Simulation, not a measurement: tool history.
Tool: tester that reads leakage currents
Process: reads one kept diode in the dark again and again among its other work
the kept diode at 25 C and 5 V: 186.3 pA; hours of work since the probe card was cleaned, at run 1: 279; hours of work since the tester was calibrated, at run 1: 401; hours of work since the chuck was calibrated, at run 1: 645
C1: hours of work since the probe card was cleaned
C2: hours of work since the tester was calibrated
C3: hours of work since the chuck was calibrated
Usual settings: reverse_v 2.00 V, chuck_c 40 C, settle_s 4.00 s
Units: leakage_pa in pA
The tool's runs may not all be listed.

Run 1, day 0.000: usual settings; C1 279; C2 401; C3 645. Result: leakage_pa 380.92 pA.
Run 2, day 2.450: usual settings; C1 323; C2 445; C3 689. Result: leakage_pa 378.64 pA.
Run 3, day 4.725: usual settings; C1 364; C2 486; C3 730. Result: leakage_pa 376.04 pA.
Run 4, day 8.425: usual settings but chuck_c 25 C; C1 431; C2 553; C3 797. Result: leakage_pa 120.22 pA.
Run 5, day 11.938: usual settings but chuck_c 25 C; C1 494; C2 616; C3 860. Result: leakage_pa 119.03 pA.
Run 6, day 16.092: usual settings but chuck_c 25 C; C1 570; C2 692; C3 936. Result: leakage_pa 116.97 pA.
At day 18.696: chuck's temperature calibrated.
Run 7, day 18.696: usual settings but reverse_v 17.57 V, chuck_c 23 C, settle_s 1.22 s; C1 615; C2 737; C3 0. Result: leakage_pa 252.12 pA.
Run 8, day 21.938: usual settings but reverse_v 17.57 V, chuck_c 23 C, settle_s 1.22 s; C1 674; C2 796; C3 59. Result: leakage_pa 249.30 pA.
Run 9, day 25.258: usual settings but reverse_v 12.68 V, chuck_c 27 C, settle_s 8.87 s; C1 734; C2 856; C3 119. Result: leakage_pa 295.74 pA.
Run 10, day 28.854: usual settings but reverse_v 12.68 V, chuck_c 59 C, settle_s 4.66 s; C1 799; C2 921; C3 184. Result: leakage_pa 2723.50 pA.

3 ways to go on from here, each from the tool as it stands after run 10. What would each give?
Run A, day 33.112: usual settings but reverse_v 4.66 V, chuck_c 22 C; C1 876; C2 998; C3 261. Result: leakage_pa ?.
Run B, day 33.112: usual settings but reverse_v 3.51 V, chuck_c 39 C, settle_s 0.41 s; C1 876; C2 998; C3 261. Result: leakage_pa ?.
Run C, day 33.112: usual settings but reverse_v 10.01 V, chuck_c 25 C, settle_s 0.62 s; C1 876; C2 998; C3 261. Result: leakage_pa ?.

run  leakage_pa
  A      138.78
  B      453.04
  C      233.27
Without the tool's hidden state the same runs would have given:
run  leakage_pa
  A      144.33
  B      474.90
  C      241.04
